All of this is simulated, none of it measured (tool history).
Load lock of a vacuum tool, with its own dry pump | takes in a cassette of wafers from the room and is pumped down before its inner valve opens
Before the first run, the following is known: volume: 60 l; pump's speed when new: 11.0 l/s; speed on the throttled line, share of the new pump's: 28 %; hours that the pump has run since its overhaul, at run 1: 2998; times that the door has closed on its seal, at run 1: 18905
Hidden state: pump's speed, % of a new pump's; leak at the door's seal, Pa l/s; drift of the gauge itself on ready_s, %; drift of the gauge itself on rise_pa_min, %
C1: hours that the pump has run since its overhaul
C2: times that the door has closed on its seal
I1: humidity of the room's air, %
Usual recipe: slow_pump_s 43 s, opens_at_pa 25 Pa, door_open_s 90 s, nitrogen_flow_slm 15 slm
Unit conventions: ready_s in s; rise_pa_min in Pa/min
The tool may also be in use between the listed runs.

{"run": 1, "day": 0.0, "slow_pump_s": 43, "opens_at_pa": 25, "door_open_s": 90, "nitrogen_flow_slm": 15, "C1": 2998, "C2": 18905, "I1": 44.9, "ready_s": 76.5, "rise_pa_min": 0.053}
{"run": 2, "day": 24.883, "slow_pump_s": 43, "opens_at_pa": 25, "door_open_s": 90, "nitrogen_flow_slm": 15, "C1": 3595, "C2": 21357, "I1": 45.9, "ready_s": 76.5, "rise_pa_min": 0.058}
{"run": 3, "day": 48.442, "slow_pump_s": 43, "opens_at_pa": 41, "door_open_s": 90, "nitrogen_flow_slm": 15, "C1": 4161, "C2": 23678, "I1": 48.1, "ready_s": 73.1, "rise_pa_min": 0.058}
{"day": 59.454, "done": "door's seal changed, seat wiped"}
{"run": 4, "day": 59.454, "slow_pump_s": 43, "opens_at_pa": 41, "door_open_s": 90, "nitrogen_flow_slm": 15, "C1": 4424, "C2": 0, "I1": 45.7, "ready_s": 74.0, "rise_pa_min": 0.062}
{"run": 5, "day": 71.321, "slow_pump_s": 43, "opens_at_pa": 41, "door_open_s": 90, "nitrogen_flow_slm": 15, "C1": 4709, "C2": 1170, "I1": 44.8, "ready_s": 72.4, "rise_pa_min": 0.05}
{"run": 6, "day": 90.454, "slow_pump_s": 43, "opens_at_pa": 41, "door_open_s": 90, "nitrogen_flow_slm": 15, "C1": 5168, "C2": 3054, "I1": 46.5, "ready_s": 73.6, "rise_pa_min": 0.057}
{"run": 7, "day": 102.004, "slow_pump_s": 43, "opens_at_pa": 41, "door_open_s": 90, "nitrogen_flow_slm": 15, "C1": 5445, "C2": 4193, "I1": 44.8, "ready_s": 73.9, "rise_pa_min": 0.061}
{"run": 8, "day": 113.712, "slow_pump_s": 43, "opens_at_pa": 25, "door_open_s": 90, "nitrogen_flow_slm": 4, "C1": 5726, "C2": 5346, "I1": 48.0, "ready_s": 76.3, "rise_pa_min": 0.074}
{"run": 9, "day": 137.167, "slow_pump_s": 43, "opens_at_pa": 25, "door_open_s": 90, "nitrogen_flow_slm": 4, "C1": 6289, "C2": 7657, "I1": 47.8, "ready_s": 76.6, "rise_pa_min": 0.075}
{"run": 10, "day": 160.904, "slow_pump_s": 43, "opens_at_pa": 25, "door_open_s": 90, "nitrogen_flow_slm": 6, "C1": 6858, "C2": 9995, "I1": 43.9, "ready_s": 76.3, "rise_pa_min": 0.072}
{"run": 11, "day": 174.538, "slow_pump_s": 28, "opens_at_pa": 25, "door_open_s": 90, "nitrogen_flow_slm": 6, "C1": 7186, "C2": 11339, "I1": 45.6, "ready_s": 65.6, "rise_pa_min": 0.065}
{"run": 12, "day": 192.367, "slow_pump_s": 28, "opens_at_pa": 25, "door_open_s": 90, "nitrogen_flow_slm": 6, "C1": 7614, "C2": 13095, "I1": 41.1, "ready_s": 65.1, "rise_pa_min": 0.06}
{"run": 13, "day": 206.192, "slow_pump_s": 43, "opens_at_pa": 25, "door_open_s": 90, "nitrogen_flow_slm": 15, "C1": 7945, "C2": 14457, "I1": 45.2, "ready_s": 76.6, "rise_pa_min": 0.059}
{"run": 14, "day": 225.596, "slow_pump_s": 43, "opens_at_pa": 25, "door_open_s": 44, "nitrogen_flow_slm": 15, "C1": 8411, "C2": 16369, "I1": 48.9, "ready_s": 76.2, "rise_pa_min": 0.038}
{"run": 15, "day": 248.196, "slow_pump_s": 43, "opens_at_pa": 25, "door_open_s": 44, "nitrogen_flow_slm": 15, "C1": 8954, "C2": 18595, "I1": 47.0, "ready_s": 76.8, "rise_pa_min": 0.038}
{"run": 16, "day": 265.229, "slow_pump_s": 43, "opens_at_pa": 38, "door_open_s": 44, "nitrogen_flow_slm": 15, "C1": 9362, "C2": 20273, "I1": 46.8, "ready_s": 74.2, "rise_pa_min": 0.039}
{"run": 17, "day": 280.746, "slow_pump_s": 43, "opens_at_pa": 25, "door_open_s": 137, "nitrogen_flow_slm": 15, "C1": 9735, "C2": 21802, "I1": 46.3, "ready_s": 76.5, "rise_pa_min": 0.069}
{"run": 18, "day": 300.329, "slow_pump_s": 43, "opens_at_pa": 25, "door_open_s": 137, "nitrogen_flow_slm": 15, "C1": 10205, "C2": 23731, "I1": 44.5, "ready_s": 75.8, "rise_pa_min": 0.068}
{"day": 311.871, "done": "door's seal changed, seat wiped"}
{"run": 19, "day": 320.167, "slow_pump_s": 43, "opens_at_pa": 25, "door_open_s": 90, "nitrogen_flow_slm": 15, "C1": 10679, "C2": 818, "I1": 47.2, "ready_s": 77.3, "rise_pa_min": 0.054}
{"run": 20, "day": 342.346, "slow_pump_s": 37, "opens_at_pa": 38, "door_open_s": 77, "nitrogen_flow_slm": 6, "C1": 11212, "C2": 3003, "I1": 42.4, "ready_s": 70.1, "rise_pa_min": 0.061}
{"run": 21, "day": 359.442, "slow_pump_s": 37, "opens_at_pa": 37, "door_open_s": 71, "nitrogen_flow_slm": 4, "C1": 11622, "C2": 4687, "I1": 41.4, "ready_s": 70.6, "rise_pa_min": 0.055}
{"run": 22, "day": 370.642, "slow_pump_s": 51, "opens_at_pa": 37, "door_open_s": 37, "nitrogen_flow_slm": 4, "C1": 11891, "C2": 5790, "I1": 47.9, "ready_s": 80.1, "rise_pa_min": 0.048}
{"run": 23, "day": 396.346, "slow_pump_s": 23, "opens_at_pa": 25, "door_open_s": 180, "nitrogen_flow_slm": 44, "C1": 12508, "C2": 8323, "I1": 45.3, "ready_s": 62.5, "rise_pa_min": 0.046}
{"day": 411.783, "done": "dry pump taken out, an overhauled one fitted"}
{"run": 24, "day": 413.238, "slow_pump_s": 23, "opens_at_pa": 25, "door_open_s": 180, "nitrogen_flow_slm": 44, "C1": 35, "C2": 9962, "I1": 44.1, "ready_s": 62.0, "rise_pa_min": 0.045}
{"run": 25, "day": 432.825, "slow_pump_s": 43, "opens_at_pa": 25, "door_open_s": 39, "nitrogen_flow_slm": 13, "C1": 505, "C2": 11892, "I1": 42.6, "ready_s": 76.6, "rise_pa_min": 0.033}
{"run": 26, "day": 452.575, "slow_pump_s": 68, "opens_at_pa": 25, "door_open_s": 90, "nitrogen_flow_slm": 15, "C1": 979, "C2": 13838, "I1": 47.4, "ready_s": 94.5, "rise_pa_min": 0.053}
{"run": 27, "day": 465.388, "slow_pump_s": 39, "opens_at_pa": 25, "door_open_s": 55, "nitrogen_flow_slm": 15, "C1": 1287, "C2": 15100, "I1": 41.8, "ready_s": 73.6, "rise_pa_min": 0.037}
{"run": 28, "day": 482.896, "slow_pump_s": 39, "opens_at_pa": 25, "door_open_s": 55, "nitrogen_flow_slm": 15, "C1": 1707, "C2": 16825, "I1": 46.0, "ready_s": 73.9, "rise_pa_min": 0.044}
{"run": 29, "day": 502.05, "slow_pump_s": 43, "opens_at_pa": 45, "door_open_s": 90, "nitrogen_flow_slm": 15, "C1": 2166, "C2": 18712, "I1": 46.7, "ready_s": 73.3, "rise_pa_min": 0.055}
{"run": 30, "day": 526.058, "slow_pump_s": 57, "opens_at_pa": 25, "door_open_s": 64, "nitrogen_flow_slm": 15, "C1": 2743, "C2": 21077, "I1": 43.3, "ready_s": 86.4, "rise_pa_min": 0.049}
{"run": 31, "day": 544.025, "slow_pump_s": 79, "opens_at_pa": 29, "door_open_s": 53, "nitrogen_flow_slm": 6, "C1": 3174, "C2": 22847, "I1": 45.2, "ready_s": 102.1, "rise_pa_min": 0.052}
{"day": 563.367, "done": "door's seal changed, seat wiped"}
{"run": 32, "day": 568.921, "slow_pump_s": 26, "opens_at_pa": 29, "door_open_s": 53, "nitrogen_flow_slm": 8, "C1": 3770, "C2": 547, "I1": 46.8, "ready_s": 62.8, "rise_pa_min": 0.053}
{"run": 33, "day": 582.338, "slow_pump_s": 34, "opens_at_pa": 25, "door_open_s": 193, "nitrogen_flow_slm": 39, "C1": 4092, "C2": 1869, "I1": 42.6, "ready_s": 70.4, "rise_pa_min": 0.051}
{"run": 34, "day": 605.567, "slow_pump_s": 44, "opens_at_pa": 24, "door_open_s": 55, "nitrogen_flow_slm": 21, "C1": 4649, "C2": 4157, "I1": 48.1, "ready_s": 78.2, "rise_pa_min": 0.041}
{"run": 35, "day": 628.675, "slow_pump_s": 57, "opens_at_pa": 22, "door_open_s": 31, "nitrogen_flow_slm": 31, "C1": 5204, "C2": 6434, "I1": 49.0, "ready_s": 86.7, "rise_pa_min": 0.023}
{"run": 36, "day": 640.55, "slow_pump_s": 43, "opens_at_pa": 25, "door_open_s": 209, "nitrogen_flow_slm": 6, "C1": 5489, "C2": 7604, "I1": 44.5, "ready_s": 76.1, "rise_pa_min": 0.11}
{"run": 37, "day": 658.288, "slow_pump_s": 43, "opens_at_pa": 25, "door_open_s": 209, "nitrogen_flow_slm": 6, "C1": 5915, "C2": 9351, "I1": 43.9, "ready_s": 76.1, "rise_pa_min": 0.101}
{"run": 38, "day": 669.842, "slow_pump_s": 43, "opens_at_pa": 25, "door_open_s": 209, "nitrogen_flow_slm": 6, "C1": 6192, "C2": 10489, "I1": 48.1, "ready_s": 76.3, "rise_pa_min": 0.114}

What if the next run were any one of these 3? Each begins from the tool's condition after run 38:
{"run": "A", "day": 693.688, "slow_pump_s": 43, "opens_at_pa": 25, "door_open_s": 109, "nitrogen_flow_slm": 4, "C1": 6764, "C2": 12839, "I1": 46.5, "ready_s": "?", "rise_pa_min": "?"}
{"run": "B", "day": 693.688, "slow_pump_s": 43, "opens_at_pa": 20, "door_open_s": 209, "nitrogen_flow_slm": 6, "C1": 6764, "C2": 12839, "I1": 40.9, "ready_s": "?", "rise_pa_min": "?"}
{"run": "C", "day": 693.688, "slow_pump_s": 26, "opens_at_pa": 25, "door_open_s": 90, "nitrogen_flow_slm": 15, "C1": 6764, "C2": 12839, "I1": 42.0, "ready_s": "?", "rise_pa_min": "?"}

run=A ready_s=76.8 rise_pa_min=0.082
run=B ready_s=77.2 rise_pa_min=0.098
run=C ready_s=64.6 rise_pa_min=0.049
Had the tool no hidden state, the same runs would have come out as:
run=A ready_s=76.8 rise_pa_min=0.082
run=B ready_s=77.2 rise_pa_min=0.097
run=C ready_s=64.6 rise_pa_min=0.049
